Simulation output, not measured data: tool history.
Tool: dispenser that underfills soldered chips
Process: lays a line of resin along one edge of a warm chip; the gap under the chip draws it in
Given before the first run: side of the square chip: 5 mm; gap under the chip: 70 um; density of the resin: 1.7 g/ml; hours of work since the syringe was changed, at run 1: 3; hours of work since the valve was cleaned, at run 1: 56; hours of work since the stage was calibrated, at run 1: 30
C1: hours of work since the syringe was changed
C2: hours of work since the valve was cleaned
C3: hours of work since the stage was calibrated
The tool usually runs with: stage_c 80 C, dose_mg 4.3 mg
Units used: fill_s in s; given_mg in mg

{"run": 1, "hour": 0.0, "stage_c": 80, "dose_mg": 4.3, "C1": 3, "C2": 56, "C3": 30, "fill_s": 29.6, "given_mg": 4.23}
{"hour": 4.1, "done": "new syringe of resin"}
{"run": 2, "hour": 4.7, "stage_c": 80, "dose_mg": 4.3, "C1": 0, "C2": 59, "C3": 33, "fill_s": 24.6, "given_mg": 4.11}
{"run": 3, "hour": 11.4, "stage_c": 80, "dose_mg": 5.56, "C1": 5, "C2": 64, "C3": 38, "fill_s": 36.2, "given_mg": 5.31}
{"hour": 12.3, "done": "new syringe of resin"}
{"run": 4, "hour": 17.4, "stage_c": 80, "dose_mg": 5.56, "C1": 4, "C2": 68, "C3": 42, "fill_s": 31.1, "given_mg": 5.3}
{"hour": 20.1, "done": "new syringe of resin"}
{"run": 5, "hour": 23.5, "stage_c": 80, "dose_mg": 5.56, "C1": 2, "C2": 72, "C3": 46, "fill_s": 27.9, "given_mg": 5.33}
{"hour": 28.0, "done": "new syringe of resin"}
{"run": 6, "hour": 28.6, "stage_c": 80, "dose_mg": 5.56, "C1": 0, "C2": 76, "C3": 49, "fill_s": 23.5, "given_mg": 5.4}
{"run": 7, "hour": 33.3, "stage_c": 80, "dose_mg": 5.56, "C1": 4, "C2": 79, "C3": 53, "fill_s": 31.1, "given_mg": 5.28}

What does the tool deliver on the next run?
{"hour": 36.0, "done": "new syringe of resin"}
{"run": 8, "hour": 39.6, "stage_c": 65, "dose_mg": 4.55, "C1": 3, "C2": 83, "C3": 57, "fill_s": "?", "given_mg": "?"}

fill_s: 58.7 s
given_mg: 4.26 mg
The same run, on a tool lacking any hidden state, would have yielded fill_s 48.5 s, given_mg 4.5 mg.

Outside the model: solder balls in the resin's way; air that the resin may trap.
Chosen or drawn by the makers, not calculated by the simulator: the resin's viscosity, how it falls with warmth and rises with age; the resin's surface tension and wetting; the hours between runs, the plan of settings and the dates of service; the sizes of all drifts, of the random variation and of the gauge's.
